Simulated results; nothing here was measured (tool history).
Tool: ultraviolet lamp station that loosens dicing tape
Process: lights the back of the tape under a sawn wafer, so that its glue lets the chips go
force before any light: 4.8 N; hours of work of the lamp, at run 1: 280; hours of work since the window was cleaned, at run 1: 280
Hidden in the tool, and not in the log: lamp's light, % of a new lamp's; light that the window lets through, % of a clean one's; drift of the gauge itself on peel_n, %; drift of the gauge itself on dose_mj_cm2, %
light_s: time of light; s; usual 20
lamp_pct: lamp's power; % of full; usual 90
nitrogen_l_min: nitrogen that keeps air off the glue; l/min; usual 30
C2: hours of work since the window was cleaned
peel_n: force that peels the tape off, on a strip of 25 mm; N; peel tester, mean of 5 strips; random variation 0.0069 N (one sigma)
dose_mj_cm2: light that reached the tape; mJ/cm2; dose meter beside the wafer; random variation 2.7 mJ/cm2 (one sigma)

{"run": 1, "day": 0.0, "light_s": 20, "lamp_pct": 90, "nitrogen_l_min": 30, "hours of work of the lamp": 280, "C2": 280, "peel_n": 0.248, "dose_mj_cm2": 372}
{"run": 2, "day": 0.538, "light_s": 20, "lamp_pct": 90, "nitrogen_l_min": 30, "hours of work of the lamp": 286, "C2": 286, "peel_n": 0.238, "dose_mj_cm2": 370}
{"run": 3, "day": 1.375, "light_s": 20, "lamp_pct": 90, "nitrogen_l_min": 30, "hours of work of the lamp": 294, "C2": 294, "peel_n": 0.234, "dose_mj_cm2": 370}
{"run": 4, "day": 2.358, "light_s": 20, "lamp_pct": 90, "nitrogen_l_min": 30, "hours of work of the lamp": 304, "C2": 304, "peel_n": 0.227, "dose_mj_cm2": 368}
{"run": 5, "day": 3.2, "light_s": 20, "lamp_pct": 90, "nitrogen_l_min": 30, "hours of work of the lamp": 313, "C2": 313, "peel_n": 0.236, "dose_mj_cm2": 371}
{"run": 6, "day": 3.942, "light_s": 20, "lamp_pct": 90, "nitrogen_l_min": 30, "hours of work of the lamp": 321, "C2": 321, "peel_n": 0.237, "dose_mj_cm2": 369}
{"run": 7, "day": 4.85, "light_s": 20, "lamp_pct": 90, "nitrogen_l_min": 30, "hours of work of the lamp": 330, "C2": 330, "peel_n": 0.246, "dose_mj_cm2": 371}
{"run": 8, "day": 5.817, "light_s": 20, "lamp_pct": 90, "nitrogen_l_min": 30, "hours of work of the lamp": 340, "C2": 340, "peel_n": 0.235, "dose_mj_cm2": 372}
{"run": 9, "day": 6.842, "light_s": 20, "lamp_pct": 90, "nitrogen_l_min": 30, "hours of work of the lamp": 351, "C2": 351, "peel_n": 0.23, "dose_mj_cm2": 375}
{"run": 10, "day": 7.392, "light_s": 20, "lamp_pct": 96, "nitrogen_l_min": 30, "hours of work of the lamp": 356, "C2": 356, "peel_n": 0.218, "dose_mj_cm2": 393}
{"run": 11, "day": 7.942, "light_s": 20, "lamp_pct": 96, "nitrogen_l_min": 30, "hours of work of the lamp": 362, "C2": 362, "peel_n": 0.2, "dose_mj_cm2": 399}
{"run": 12, "day": 8.638, "light_s": 20, "lamp_pct": 96, "nitrogen_l_min": 30, "hours of work of the lamp": 369, "C2": 369, "peel_n": 0.208, "dose_mj_cm2": 400}
{"run": 13, "day": 9.604, "light_s": 20, "lamp_pct": 96, "nitrogen_l_min": 30, "hours of work of the lamp": 379, "C2": 379, "peel_n": 0.203, "dose_mj_cm2": 399}
{"run": 14, "day": 10.508, "light_s": 20, "lamp_pct": 96, "nitrogen_l_min": 30, "hours of work of the lamp": 388, "C2": 388, "peel_n": 0.196, "dose_mj_cm2": 404}
{"run": 15, "day": 11.267, "light_s": 20, "lamp_pct": 69, "nitrogen_l_min": 30, "hours of work of the lamp": 396, "C2": 396, "peel_n": 0.431, "dose_mj_cm2": 284}
{"run": 16, "day": 11.825, "light_s": 38, "lamp_pct": 90, "nitrogen_l_min": 30, "hours of work of the lamp": 402, "C2": 402, "peel_n": 0.108, "dose_mj_cm2": 707}
{"run": 17, "day": 12.612, "light_s": 21, "lamp_pct": 90, "nitrogen_l_min": 30, "hours of work of the lamp": 410, "C2": 410, "peel_n": 0.215, "dose_mj_cm2": 391}
{"run": 18, "day": 13.654, "light_s": 21, "lamp_pct": 90, "nitrogen_l_min": 30, "hours of work of the lamp": 421, "C2": 421, "peel_n": 0.206, "dose_mj_cm2": 394}
{"run": 19, "day": 14.204, "light_s": 12, "lamp_pct": 90, "nitrogen_l_min": 30, "hours of work of the lamp": 427, "C2": 427, "peel_n": 0.711, "dose_mj_cm2": 227}
{"run": 20, "day": 14.825, "light_s": 12, "lamp_pct": 90, "nitrogen_l_min": 30, "hours of work of the lamp": 433, "C2": 433, "peel_n": 0.662, "dose_mj_cm2": 227}
{"run": 21, "day": 15.842, "light_s": 12, "lamp_pct": 90, "nitrogen_l_min": 30, "hours of work of the lamp": 444, "C2": 444, "peel_n": 0.652, "dose_mj_cm2": 222}
{"run": 22, "day": 16.592, "light_s": 20, "lamp_pct": 90, "nitrogen_l_min": 30, "hours of work of the lamp": 451, "C2": 451, "peel_n": 0.234, "dose_mj_cm2": 375}
{"run": 23, "day": 17.196, "light_s": 20, "lamp_pct": 72, "nitrogen_l_min": 30, "hours of work of the lamp": 457, "C2": 457, "peel_n": 0.387, "dose_mj_cm2": 296}
{"run": 24, "day": 18.075, "light_s": 20, "lamp_pct": 90, "nitrogen_l_min": 29, "hours of work of the lamp": 467, "C2": 467, "peel_n": 0.249, "dose_mj_cm2": 376}
{"run": 25, "day": 19.029, "light_s": 20, "lamp_pct": 88, "nitrogen_l_min": 45, "hours of work of the lamp": 476, "C2": 476, "peel_n": 0.206, "dose_mj_cm2": 361}
{"run": 26, "day": 19.533, "light_s": 39, "lamp_pct": 86, "nitrogen_l_min": 45, "hours of work of the lamp": 482, "C2": 482, "peel_n": 0.1, "dose_mj_cm2": 695}
{"run": 27, "day": 20.033, "light_s": 39, "lamp_pct": 86, "nitrogen_l_min": 45, "hours of work of the lamp": 487, "C2": 487, "peel_n": 0.101, "dose_mj_cm2": 696}
{"day": 20.217, "done": "window cleaned of glue's vapour"}
{"run": 28, "day": 20.554, "light_s": 39, "lamp_pct": 86, "nitrogen_l_min": 45, "hours of work of the lamp": 492, "C2": 4, "peel_n": 0.103, "dose_mj_cm2": 696}
{"run": 29, "day": 21.417, "light_s": 13, "lamp_pct": 70, "nitrogen_l_min": 45, "hours of work of the lamp": 501, "C2": 12, "peel_n": 0.761, "dose_mj_cm2": 190}
{"run": 30, "day": 22.154, "light_s": 30, "lamp_pct": 84, "nitrogen_l_min": 13, "hours of work of the lamp": 508, "C2": 20, "peel_n": 0.199, "dose_mj_cm2": 523}
{"run": 31, "day": 23.238, "light_s": 30, "lamp_pct": 84, "nitrogen_l_min": 13, "hours of work of the lamp": 520, "C2": 31, "peel_n": 0.194, "dose_mj_cm2": 523}
{"run": 32, "day": 24.271, "light_s": 12, "lamp_pct": 90, "nitrogen_l_min": 30, "hours of work of the lamp": 530, "C2": 42, "peel_n": 0.67, "dose_mj_cm2": 219}
{"run": 33, "day": 24.946, "light_s": 20, "lamp_pct": 95, "nitrogen_l_min": 58, "hours of work of the lamp": 537, "C2": 49, "peel_n": 0.165, "dose_mj_cm2": 393}
{"run": 34, "day": 25.471, "light_s": 21, "lamp_pct": 88, "nitrogen_l_min": 39, "hours of work of the lamp": 543, "C2": 54, "peel_n": 0.203, "dose_mj_cm2": 384}
{"run": 35, "day": 25.942, "light_s": 20, "lamp_pct": 98, "nitrogen_l_min": 24, "hours of work of the lamp": 548, "C2": 59, "peel_n": 0.214, "dose_mj_cm2": 407}
{"run": 36, "day": 26.962, "light_s": 20, "lamp_pct": 72, "nitrogen_l_min": 36, "hours of work of the lamp": 558, "C2": 70, "peel_n": 0.34, "dose_mj_cm2": 295}
{"run": 37, "day": 27.667, "light_s": 20, "lamp_pct": 72, "nitrogen_l_min": 36, "hours of work of the lamp": 565, "C2": 77, "peel_n": 0.354, "dose_mj_cm2": 301}
{"run": 38, "day": 28.683, "light_s": 20, "lamp_pct": 72, "nitrogen_l_min": 36, "hours of work of the lamp": 576, "C2": 87, "peel_n": 0.323, "dose_mj_cm2": 304}
{"run": 39, "day": 29.725, "light_s": 20, "lamp_pct": 82, "nitrogen_l_min": 35, "hours of work of the lamp": 587, "C2": 98, "peel_n": 0.267, "dose_mj_cm2": 342}
{"run": 40, "day": 30.604, "light_s": 20, "lamp_pct": 82, "nitrogen_l_min": 35, "hours of work of the lamp": 596, "C2": 107, "peel_n": 0.27, "dose_mj_cm2": 335}
{"run": 41, "day": 31.575, "light_s": 20, "lamp_pct": 82, "nitrogen_l_min": 35, "hours of work of the lamp": 606, "C2": 117, "peel_n": 0.271, "dose_mj_cm2": 335}
{"run": 42, "day": 32.492, "light_s": 20, "lamp_pct": 82, "nitrogen_l_min": 35, "hours of work of the lamp": 615, "C2": 127, "peel_n": 0.262, "dose_mj_cm2": 339}
{"run": 43, "day": 33.254, "light_s": 12, "lamp_pct": 78, "nitrogen_l_min": 42, "hours of work of the lamp": 623, "C2": 135, "peel_n": 0.739, "dose_mj_cm2": 194}
{"run": 44, "day": 34.017, "light_s": 12, "lamp_pct": 78, "nitrogen_l_min": 42, "hours of work of the lamp": 631, "C2": 142, "peel_n": 0.743, "dose_mj_cm2": 195}

3 ways to go on from here, each from the tool as it stands after run 44. What would each give?
{"run": "A", "day": 34.462, "light_s": 12, "lamp_pct": 78, "nitrogen_l_min": 10, "hours of work of the lamp": 635, "C2": 147, "peel_n": "?", "dose_mj_cm2": "?"}
{"run": "B", "day": 34.462, "light_s": 29, "lamp_pct": 78, "nitrogen_l_min": 42, "hours of work of the lamp": 635, "C2": 147, "peel_n": "?", "dose_mj_cm2": "?"}
{"run": "C", "day": 34.462, "light_s": 27, "lamp_pct": 67, "nitrogen_l_min": 16, "hours of work of the lamp": 635, "C2": 147, "peel_n": "?", "dose_mj_cm2": "?"}

run=A peel_n=1.313 dose_mj_cm2=189
run=B peel_n=0.135 dose_mj_cm2=469
run=C peel_n=0.339 dose_mj_cm2=372
Without the tool's hidden state the same runs would have given:
run=A peel_n=1.311 dose_mj_cm2=189
run=B peel_n=0.134 dose_mj_cm2=469
run=C peel_n=0.338 dose_mj_cm2=372
